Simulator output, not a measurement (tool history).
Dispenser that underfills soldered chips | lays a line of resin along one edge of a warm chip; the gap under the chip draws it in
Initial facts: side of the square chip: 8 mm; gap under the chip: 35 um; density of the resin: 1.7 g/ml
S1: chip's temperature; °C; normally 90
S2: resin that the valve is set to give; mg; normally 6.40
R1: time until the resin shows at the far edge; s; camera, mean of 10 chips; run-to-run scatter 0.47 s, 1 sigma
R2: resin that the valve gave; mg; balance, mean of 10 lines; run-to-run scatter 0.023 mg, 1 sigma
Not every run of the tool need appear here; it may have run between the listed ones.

{"run": 1, "day": 0.0, "S1": 90, "S2": 6.4, "R1": 66.3, "R2": 6.23}
{"run": 2, "day": 0.088, "S1": 90, "S2": 6.31, "R1": 76.6, "R2": 6.08}
{"day": 0.138, "done": "new syringe of resin"}
{"run": 3, "day": 0.3, "S1": 90, "S2": 6.31, "R1": 46.6, "R2": 6.14}
{"run": 4, "day": 0.508, "S1": 90, "S2": 6.31, "R1": 64.8, "R2": 6.07}
{"run": 5, "day": 0.604, "S1": 90, "S2": 6.31, "R1": 74.5, "R2": 6.12}
{"day": 0.658, "done": "new syringe of resin"}
{"run": 6, "day": 0.75, "S1": 86, "S2": 6.31, "R1": 47.5, "R2": 6.06}
{"run": 7, "day": 0.95, "S1": 86, "S2": 6.31, "R1": 64.7, "R2": 6.07}
{"run": 8, "day": 1.108, "S1": 86, "S2": 6.31, "R1": 82.3, "R2": 6.1}
{"day": 1.179, "done": "new syringe of resin"}
{"run": 9, "day": 1.233, "S1": 84, "S2": 6.4, "R1": 48.6, "R2": 6.19}
{"run": 10, "day": 1.442, "S1": 84, "S2": 6.4, "R1": 66.4, "R2": 6.17}
{"run": 11, "day": 1.625, "S1": 84, "S2": 5.62, "R1": 87.7, "R2": 5.4}
{"day": 1.704, "done": "new syringe of resin"}
{"run": 12, "day": 1.779, "S1": 90, "S2": 5.59, "R1": 41.7, "R2": 5.39}
{"run": 13, "day": 1.904, "S1": 84, "S2": 5.59, "R1": 59.6, "R2": 5.35}
{"run": 14, "day": 2.092, "S1": 90, "S2": 6.4, "R1": 65.8, "R2": 6.12}
{"day": 2.229, "done": "new syringe of resin"}
{"run": 15, "day": 2.233, "S1": 90, "S2": 6.4, "R1": 36.2, "R2": 6.1}
{"run": 16, "day": 2.442, "S1": 90, "S2": 6.4, "R1": 50.8, "R2": 6.11}
{"run": 17, "day": 2.654, "S1": 90, "S2": 6.4, "R1": 70.6, "R2": 6.1}
{"day": 2.75, "done": "new syringe of resin"}
{"run": 18, "day": 2.788, "S1": 90, "S2": 6.46, "R1": 38.9, "R2": 6.14}
{"day": 2.946, "done": "dispensing valve cleaned and set on the balance"}
{"run": 19, "day": 3.008, "S1": 83, "S2": 6.73, "R1": 62.6, "R2": 6.69}
{"run": 20, "day": 3.129, "S1": 83, "S2": 7.92, "R1": 74.7, "R2": 7.95}
{"day": 3.312, "done": "new syringe of resin"}
{"run": 21, "day": 3.312, "S1": 90, "S2": 6.64, "R1": 36.1, "R2": 6.63}
{"run": 22, "day": 3.462, "S1": 85, "S2": 7.36, "R1": 53.7, "R2": 7.29}
{"run": 23, "day": 3.558, "S1": 98, "S2": 5.55, "R1": 44.6, "R2": 5.53}
{"run": 24, "day": 3.65, "S1": 90, "S2": 7.58, "R1": 60.7, "R2": 7.58}
{"day": 3.833, "done": "new syringe of resin"}
{"run": 25, "day": 3.867, "S1": 90, "S2": 6.49, "R1": 38.5, "R2": 6.44}
{"run": 26, "day": 3.979, "S1": 90, "S2": 6.49, "R1": 46.9, "R2": 6.46}
{"run": 27, "day": 4.092, "S1": 100, "S2": 6.69, "R1": 40.0, "R2": 6.63}
{"run": 28, "day": 4.188, "S1": 94, "S2": 7.79, "R1": 56.1, "R2": 7.72}
{"run": 29, "day": 4.308, "S1": 98, "S2": 6.99, "R1": 60.4, "R2": 6.96}
{"day": 4.362, "done": "new syringe of resin"}
{"run": 30, "day": 4.408, "S1": 98, "S2": 6.99, "R1": 30.9, "R2": 6.93}
{"run": 31, "day": 4.604, "S1": 81, "S2": 8.1, "R1": 71.2, "R2": 8.07}
{"run": 32, "day": 4.783, "S1": 78, "S2": 6.28, "R1": 103.1, "R2": 6.18}
{"day": 4.883, "done": "new syringe of resin"}
{"run": 33, "day": 4.996, "S1": 77, "S2": 7.0, "R1": 66.8, "R2": 6.9}
{"run": 34, "day": 5.083, "S1": 98, "S2": 6.77, "R1": 39.6, "R2": 6.65}
{"run": 35, "day": 5.171, "S1": 103, "S2": 5.55, "R1": 40.3, "R2": 5.5}
{"run": 36, "day": 5.362, "S1": 86, "S2": 6.87, "R1": 85.2, "R2": 6.77}

The logged runs with the hidden state left out (each run's random variation unchanged):
What the log doesn't record here: resin's viscosity, % of fresh resin's; dose that the valve gives, % of what is set; true chip temperature over the reading, C; drift of the gauge itself on fill_s, %; drift of the gauge itself on given_mg, %.
run=1 R1=36.4 R2=6.41
run=2 R1=37.1 R2=6.27
run=3 R1=36.5 R2=6.34
run=4 R1=36.7 R2=6.28
run=5 R1=36.0 R2=6.33
run=6 R1=40.9 R2=6.28
run=7 R1=41.1 R2=6.30
run=8 R1=40.9 R2=6.34
run=9 R1=44.1 R2=6.44
run=10 R1=44.1 R2=6.42
run=11 R1=43.3 R2=5.63
run=12 R1=37.4 R2=5.63
run=13 R1=44.0 R2=5.59
run=14 R1=36.5 R2=6.41
run=15 R1=36.1 R2=6.39
run=16 R1=36.7 R2=6.42
run=17 R1=36.8 R2=6.42
run=18 R1=36.7 R2=6.47
run=19 R1=45.3 R2=6.69
run=20 R1=44.6 R2=7.95
run=21 R1=35.9 R2=6.64
run=22 R1=42.3 R2=7.31
run=23 R1=30.2 R2=5.55
run=24 R1=35.6 R2=7.61
run=25 R1=36.3 R2=6.48
run=26 R1=37.3 R2=6.51
run=27 R1=26.6 R2=6.68
run=28 R1=32.5 R2=7.79
run=29 R1=29.0 R2=7.02
run=30 R1=28.5 R2=7.00
run=31 R1=48.5 R2=8.17
run=32 R1=53.4 R2=6.26
run=33 R1=55.7 R2=7.00
run=34 R1=28.8 R2=6.76
run=35 R1=25.3 R2=5.58
run=36 R1=40.1 R2=6.89

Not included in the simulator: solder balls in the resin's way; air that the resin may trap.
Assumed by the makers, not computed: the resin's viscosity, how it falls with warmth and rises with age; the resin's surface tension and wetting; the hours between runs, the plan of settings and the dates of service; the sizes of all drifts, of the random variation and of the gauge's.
